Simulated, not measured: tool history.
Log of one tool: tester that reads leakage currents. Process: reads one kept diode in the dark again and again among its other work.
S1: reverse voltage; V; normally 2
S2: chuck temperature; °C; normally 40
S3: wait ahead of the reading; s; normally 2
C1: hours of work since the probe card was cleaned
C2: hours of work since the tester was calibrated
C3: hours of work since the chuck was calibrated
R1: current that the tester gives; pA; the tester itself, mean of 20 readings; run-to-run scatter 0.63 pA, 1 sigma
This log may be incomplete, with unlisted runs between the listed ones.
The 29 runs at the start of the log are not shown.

run	hour	S1	S2	S3	C1	C2	C3	R1
30	1498.6	3.31	23	0.56	477	26	1562	67.88
31	1536.4	3.31	23	0.56	494	44	1580	67.41
32	1601.3	12.32	21	0.94	524	74	1610	101.85
33	1658.9	7.78	27	0.94	551	100	1636	132.99
34	1716.5	1.92	21	0.45	577	127	1663	45.47
35	1772.2	1.92	44	0.45	603	152	1688	266.34
36	1812.3	1.44	25	2	621	171	1707	54.88
37	1843.5	19.16	40	8.81	636	185	1721	520.93
38	1880.8	9.59	51	0.53	653	202	1738	860.83
39	1933.6	10.34	55	0.53	677	227	1763	1150.67

Consider 3 possible next runs. They are alternatives, not a sequence: every one starts from the tool as it was left by run 39. What does each give?
A	1992	1.28	55	1.81	704	254	1790	?
B	1992	10.34	25	0.53	704	254	1790	?
C	1992	1.89	53	0.38	704	254	1790	?

run	R1
A	482.66
B	131.2
C	496.46
What these runs would have given with no unlogged condition in the tool:
run	R1
A	504.73
B	134.46
C	519.18

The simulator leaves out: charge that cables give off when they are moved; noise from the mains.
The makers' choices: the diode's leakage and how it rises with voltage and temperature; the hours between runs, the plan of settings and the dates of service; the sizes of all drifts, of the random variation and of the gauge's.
